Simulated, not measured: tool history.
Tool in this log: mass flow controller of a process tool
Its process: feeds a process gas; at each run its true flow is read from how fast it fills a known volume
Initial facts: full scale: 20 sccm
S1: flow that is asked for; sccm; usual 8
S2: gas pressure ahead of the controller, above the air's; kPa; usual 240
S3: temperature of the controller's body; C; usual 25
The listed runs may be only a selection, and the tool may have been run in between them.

Run 1, day 0.000: usual settings. Result: true flow (%) 98.82.
Run 2, day 9.621: usual settings. Result: true flow (%) 98.85.
Run 3, day 14.604: usual settings. Result: true flow (%) 98.88.
Run 4, day 22.012: usual settings. Result: true flow (%) 98.83.
Run 5, day 29.262: usual settings. Result: true flow (%) 98.90.
Run 6, day 35.092: usual settings. Result: true flow (%) 98.95.
Run 7, day 45.317: usual settings. Result: true flow (%) 98.97.
Run 8, day 52.358: usual settings but S1 14 sccm. Result: true flow (%) 99.63.
Run 9, day 57.933: usual settings but S1 14 sccm. Result: true flow (%) 99.62.
Run 10, day 65.233: usual settings but S1 14 sccm. Result: true flow (%) 99.47.
Run 11, day 73.521: usual settings but S1 14 sccm. Result: true flow (%) 99.63.
Run 12, day 78.683: usual settings. Result: true flow (%) 99.03.
Run 13, day 84.546: usual settings. Result: true flow (%) 99.05.
Run 14, day 93.175: usual settings but S3 20 C. Result: true flow (%) 98.71.
Run 15, day 102.800: usual settings. Result: true flow (%) 99.13.
Run 16, day 108.733: usual settings but S1 4 sccm. Result: true flow (%) 99.26.
Run 17, day 119.488: usual settings but S1 4 sccm. Result: true flow (%) 99.37.
Run 18, day 129.562: usual settings but S1 4 sccm. Result: true flow (%) 99.41.
Run 19, day 137.717: usual settings. Result: true flow (%) 99.22.
Run 20, day 143.996: usual settings but S1 13 sccm. Result: true flow (%) 99.64.
Run 21, day 152.529: usual settings. Result: true flow (%) 99.28.
Run 22, day 159.283: usual settings but S2 273 kPa. Result: true flow (%) 99.57.
Run 23, day 167.192: usual settings but S3 37 C. Result: true flow (%) 100.20.
Run 24, day 175.138: usual settings. Result: true flow (%) 99.44.
Run 25, day 183.417: usual settings. Result: true flow (%) 99.29.
Run 26, day 194.679: usual settings. Result: true flow (%) 99.50.
Run 27, day 204.800: usual settings but S1 18 sccm. Result: true flow (%) 100.30.
Run 28, day 212.075: usual settings but S1 5 sccm, S3 38 C. Result: true flow (%) 100.85.
Run 29, day 222.262: usual settings but S1 5 sccm, S2 275 kPa. Result: true flow (%) 99.96.
Run 30, day 229.729: usual settings but S1 14 sccm, S2 269 kPa, S3 26 C. Result: true flow (%) 100.09.
Run 31, day 240.642: usual settings but S1 14 sccm, S2 269 kPa, S3 26 C. Result: true flow (%) 100.13.
Run 32, day 246.983: usual settings but S1 5 sccm, S2 251 kPa, S3 22 C. Result: true flow (%) 99.78.
Run 33, day 256.242: usual settings but S1 3 sccm, S2 251 kPa, S3 30 C. Result: true flow (%) 101.63.
Run 34, day 264.562: usual settings but S1 16 sccm, S2 212 kPa, S3 28 C. Result: true flow (%) 100.08.
Run 35, day 275.067: usual settings but S1 13 sccm, S2 249 kPa, S3 39 C. Result: true flow (%) 100.94.
Run 36, day 282.600: usual settings but S1 3 sccm, S2 218 kPa, S3 28 C. Result: true flow (%) 101.45.
Run 37, day 291.475: usual settings but S1 6 sccm, S2 245 kPa, S3 29 C. Result: true flow (%) 100.23.
Run 38, day 300.075: usual settings but S1 12 sccm, S3 40 C. Result: true flow (%) 100.96.
Run 39, day 308.283: usual settings but S1 12 sccm, S3 40 C. Result: true flow (%) 100.96.
Run 40, day 315.412: usual settings but S1 4 sccm, S2 245 kPa, S3 26 C. Result: true flow (%) 100.90.
Run 41, day 322.321: usual settings but S2 144 kPa, S3 35 C. Result: true flow (%) 99.87.
Run 42, day 326.946: usual settings but S1 4 sccm, S2 228 kPa. Result: true flow (%) 100.78.
Run 43, day 332.012: usual settings but S1 4 sccm, S2 228 kPa. Result: true flow (%) 100.93.
Run 44, day 341.942: usual settings but S1 4 sccm, S2 228 kPa. Result: true flow (%) 100.93.
Run 45, day 350.854: usual settings but S2 189 kPa. Result: true flow (%) 99.56.
Run 46, day 356.012: usual settings but S1 5 sccm, S2 176 kPa, S3 34 C. Result: true flow (%) 100.87.
Run 47, day 365.179: usual settings but S1 5 sccm, S2 191 kPa, S3 23 C. Result: true flow (%) 100.21.
Run 48, day 370.862: usual settings but S1 4 sccm, S2 257 kPa, S3 35 C. Result: true flow (%) 102.16.

What would each run have given without the hidden state, its run-to-run variation left as it was?
Hidden state present: flow at rest that the sensor doesn't see, % of full scale; true flow over the shown one, %; drift of the gauge itself on true_pct, %.
run  true flow (%)
  1          98.69
  2          98.68
  3          98.69
  4          98.62
  5          98.67
  6          98.70
  7          98.69
  8          99.47
  9          99.46
 10          99.31
 11          99.46
 12          98.65
 13          98.65
 14          98.28
 15          98.67
 16          98.17
 17          98.20
 18          98.16
 19          98.65
 20          99.34
 21          98.66
 22          98.93
 23          99.53
 24          98.75
 25          98.57
 26          98.75
 27         100.10
 28          99.39
 29          98.44
 30          99.73
 31          99.76
 32          98.12
 33          98.54
 34          99.76
 35         100.46
 36          98.10
 37          98.70
 38         100.37
 39         100.36
 40          98.23
 41          98.72
 42          98.02
 43          98.12
 44          98.05
 45          98.31
 46          98.57
 47          97.85
 48          99.05
